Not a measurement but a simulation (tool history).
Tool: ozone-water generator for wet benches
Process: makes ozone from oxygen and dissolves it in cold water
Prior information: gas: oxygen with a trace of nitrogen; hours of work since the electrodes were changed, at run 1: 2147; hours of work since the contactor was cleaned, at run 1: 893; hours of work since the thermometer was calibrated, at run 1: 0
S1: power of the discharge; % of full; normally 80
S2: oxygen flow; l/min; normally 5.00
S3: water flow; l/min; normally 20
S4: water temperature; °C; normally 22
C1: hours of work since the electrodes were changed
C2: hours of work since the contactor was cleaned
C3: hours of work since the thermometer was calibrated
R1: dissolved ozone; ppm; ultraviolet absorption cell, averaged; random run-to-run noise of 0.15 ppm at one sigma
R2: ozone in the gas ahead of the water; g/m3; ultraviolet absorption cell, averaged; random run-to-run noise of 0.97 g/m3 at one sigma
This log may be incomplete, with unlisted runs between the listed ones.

Run 1, hour 0.0: usual settings; C1 2147; C2 893; C3 0. Result: R1 17.0 ppm, R2 164.1 g/m3.
Run 2, hour 176.7: usual settings; C1 2272; C2 1018; C3 125. Result: R1 17.3 ppm, R2 163.9 g/m3.
Run 3, hour 332.2: usual settings; C1 2382; C2 1129; C3 235. Result: R1 16.7 ppm, R2 162.5 g/m3.
Run 4, hour 419.4: usual settings; C1 2444; C2 1190; C3 297. Result: R1 17.1 ppm, R2 163.3 g/m3.
Run 5, hour 590.1: usual settings; C1 2564; C2 1311; C3 418. Result: R1 16.9 ppm, R2 161.5 g/m3.
Run 6, hour 698.7: usual settings but S3 17 l/min; C1 2641; C2 1388; C3 495. Result: R1 19.1 ppm, R2 162.7 g/m3.
Run 7, hour 911.1: usual settings but S3 31 l/min; C1 2792; C2 1539; C3 645. Result: R1 11.8 ppm, R2 161.4 g/m3.
Run 8, hour 1118.5: usual settings but S3 31 l/min, S4 25 °C; C1 2939; C2 1685; C3 792. Result: R1 11.0 ppm, R2 160.6 g/m3.
Run 9, hour 1204.7: usual settings but S4 14 °C; C1 3000; C2 1746; C3 853. Result: R1 18.9 ppm, R2 161.0 g/m3.
Run 10, hour 1417.8: usual settings; C1 3151; C2 1897; C3 1004. Result: R1 16.9 ppm, R2 162.0 g/m3.
Run 11, hour 1510.5: usual settings; C1 3216; C2 1963; C3 1070. Result: R1 16.8 ppm, R2 160.4 g/m3.
Run 12, hour 1635.3: usual settings; C1 3305; C2 2051; C3 1158. Result: R1 16.5 ppm, R2 161.8 g/m3.
Run 13, hour 1835.6: usual settings; C1 3446; C2 2193; C3 1300. Result: R1 16.6 ppm, R2 162.5 g/m3.
Run 14, hour 2015.4: usual settings but S3 16 l/min; C1 3574; C2 2321; C3 1427. Result: R1 19.5 ppm, R2 161.5 g/m3.
Run 15, hour 2136.1: usual settings; C1 3659; C2 2406; C3 1513. Result: R1 16.6 ppm, R2 160.7 g/m3.
Run 16, hour 2233.6: usual settings; C1 3728; C2 2475; C3 1582. Result: R1 16.4 ppm, R2 160.2 g/m3.
Run 17, hour 2434.7: usual settings; C1 3871; C2 2617; C3 1724. Result: R1 16.7 ppm, R2 160.1 g/m3.
Run 18, hour 2612.2: usual settings; C1 3996; C2 2743; C3 1850. Result: R1 16.3 ppm, R2 160.8 g/m3.
Run 19, hour 2817.9: usual settings; C1 4142; C2 2889; C3 1996. Result: R1 16.4 ppm, R2 159.8 g/m3.
At hour 2839.9: contactor cleaned.
Run 20, hour 2943.4: usual settings but S1 56 % of full, S4 18 °C; C1 4228; C2 73; C3 2082. Result: R1 13.6 ppm, R2 127.0 g/m3.
Run 21, hour 3047.7: usual settings but S1 56 % of full, S4 18 °C; C1 4302; C2 147; C3 2155. Result: R1 13.3 ppm, R2 126.1 g/m3.
Run 22, hour 3196.3: usual settings but S1 57 % of full, S4 18 °C; C1 4407; C2 252; C3 2261. Result: R1 13.7 ppm, R2 126.2 g/m3.
Run 23, hour 3304.6: usual settings but S1 57 % of full, S4 18 °C; C1 4484; C2 329; C3 2337. Result: R1 13.6 ppm, R2 127.0 g/m3.
At hour 3386.4: contactor cleaned, once more.
Run 24, hour 3520.5: usual settings but S1 57 % of full, S4 18 °C; C1 4634; C2 95; C3 2487. Result: R1 14.1 ppm, R2 127.6 g/m3.
Run 25, hour 3616.1: usual settings but S4 18 °C; C1 4702; C2 163; C3 2555. Result: R1 17.7 ppm, R2 157.7 g/m3.
Run 26, hour 3702.2: usual settings but S4 18 °C; C1 4763; C2 224; C3 2616. Result: R1 17.5 ppm, R2 160.0 g/m3.
Run 27, hour 3835.5: usual settings but S2 2.63 l/min, S4 23 °C; C1 4857; C2 318; C3 2711. Result: R1 14.0 ppm, R2 191.8 g/m3.
Run 28, hour 3925.5: usual settings but S2 2.63 l/min, S4 23 °C; C1 4921; C2 382; C3 2774. Result: R1 13.7 ppm, R2 195.3 g/m3.
Run 29, hour 4023.8: usual settings but S1 74 % of full, S2 7.84 l/min, S4 23 °C; C1 4990; C2 451; C3 2844. Result: R1 16.4 ppm, R2 130.5 g/m3.
Run 30, hour 4183.8: usual settings but S1 74 % of full, S2 7.84 l/min, S3 15 l/min, S4 14 °C; C1 5104; C2 565; C3 2957. Result: R1 23.3 ppm, R2 130.3 g/m3.
Run 31, hour 4380.2: usual settings but S1 57 % of full, S2 7.84 l/min, S3 15 l/min, S4 14 °C; C1 5243; C2 704; C3 3096. Result: R1 19.6 ppm, R2 108.1 g/m3.
At hour 4459.3: water thermometer calibrated.
Run 32, hour 4546.6: usual settings but S1 49 % of full, S2 4.84 l/min, S3 15 l/min, S4 24 °C; C1 5360; C2 821; C3 62. Result: R1 14.2 ppm, R2 115.4 g/m3.
Run 33, hour 4724.5: usual settings but S1 90 % of full, S2 6.26 l/min, S3 15 l/min, S4 21 °C; C1 5486; C2 947; C3 188. Result: R1 22.7 ppm, R2 158.6 g/m3.

What if the next run were any one of these 3? Each begins from the tool's condition after run 33:
Run A, hour 4870.8: usual settings but S1 72 % of full, S2 7.52 l/min, S3 15 l/min, S4 21 °C; C1 5590; C2 1051; C3 291. Result: R1 ?, R2 ?.
Run B, hour 4870.8: usual settings but S1 56 % of full, S2 6.26 l/min, S3 15 l/min, S4 24 °C; C1 5590; C2 1051; C3 291. Result: R1 ?, R2 ?.
Run C, hour 4870.8: usual settings but S1 86 % of full, S2 2.76 l/min, S4 15 °C; C1 5590; C2 1051; C3 291. Result: R1 ?, R2 ?.

run    R1     R2
  A  19.8  127.9
  B  15.4  115.9
  C  15.6  200.2
The same runs, with their run-to-run variation unchanged, on a tool lacking any hidden condition would have given:
run    R1     R2
  A  21.1  134.4
  B  16.3  120.7
  C  16.7  211.5
